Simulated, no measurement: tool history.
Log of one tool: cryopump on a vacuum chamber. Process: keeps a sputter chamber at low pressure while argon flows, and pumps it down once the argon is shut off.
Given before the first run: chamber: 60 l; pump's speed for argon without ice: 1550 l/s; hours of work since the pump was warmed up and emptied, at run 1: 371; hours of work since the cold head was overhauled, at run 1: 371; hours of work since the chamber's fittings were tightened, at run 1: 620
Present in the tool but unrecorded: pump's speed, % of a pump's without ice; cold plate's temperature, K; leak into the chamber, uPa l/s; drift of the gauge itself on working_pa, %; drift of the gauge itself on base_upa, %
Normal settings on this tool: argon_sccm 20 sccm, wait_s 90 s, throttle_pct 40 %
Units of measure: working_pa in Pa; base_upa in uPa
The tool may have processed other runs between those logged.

run   hour  argon_sccm  wait_s  throttle_pct  hours of work since the pump was warmed up and emptied  hours of work since the cold head was overhauled  hours of work since the chamber's fittings were tightened  working_pa  base_upa
  1    0.0          20      90            40                                                     371                                               371                                                        620      0.0596      2.79
  2   23.4          20      90            40                                                     386                                               386                                                        635      0.0601      2.75
  3   51.1          20      90            40                                                     404                                               404                                                        652      0.0600      2.87
  4   81.5          20      90            40                                                     423                                               423                                                        672      0.0602      2.77
  5   96.1          20      90            30                                                     432                                               432                                                        681      0.0796      2.96
  6  130.5          20      90            40                                                     454                                               454                                                        703      0.0608      3.06
  7  159.9          20      90            40                                                     473                                               473                                                        722      0.0615      3.14
  8  185.2          20      90            40                                                     489                                               489                                                        738      0.0615      3.17
  9  203.5          20      90            40                                                     501                                               501                                                        750      0.0617      3.17
 10  237.1           9      90            40                                                     522                                               522                                                        771      0.0279      3.26
 11  269.5          18     130            24                                                     543                                               543                                                        792      0.0881      3.11
 12  287.9          18     130            24                                                     555                                               555                                                        803      0.0896      3.19
 13  311.5          20     117            16                                                     570                                               570                                                        818      0.1453      3.26
 14  332.0          20     117            16                                                     583                                               583                                                        831      0.1454      3.30
 15  349.3          25      78            16                                                     594                                               594                                                        842      0.1816      3.81
 16  382.5          20      90            34                                                     615                                               615                                                        864      0.0725      3.75
     400.2  -- pump warmed up, emptied and cooled again
 17  417.2          20      46            34                                                      11                                               634                                                        883      0.0655      3.71
 18  435.9          20      46            34                                                      23                                               646                                                        894      0.0649      3.78

Predict each of these 4 candidate next runs independently; none follows another, all start after run 18:
  A  459.5           9      26            40                                                      38                                               661                                                        909           ?         ?
  B  459.5          11      46            21                                                      38                                               661                                                        909           ?         ?
  C  459.5          20     233            23                                                      38                                               661                                                        909           ?         ?
  D  459.5          33      34            55                                                      38                                               661                                                        909           ?         ?

run  working_pa  base_upa
  A      0.0247      5.04
  B      0.0582      3.75
  C      0.0958      2.40
  D      0.0656      4.37
Stripped of hidden state, with their random variation kept, the same runs would have yielded:
run  working_pa  base_upa
  A      0.0244      3.13
  B      0.0578      1.84
  C      0.0951      0.53
  D      0.0645      2.45
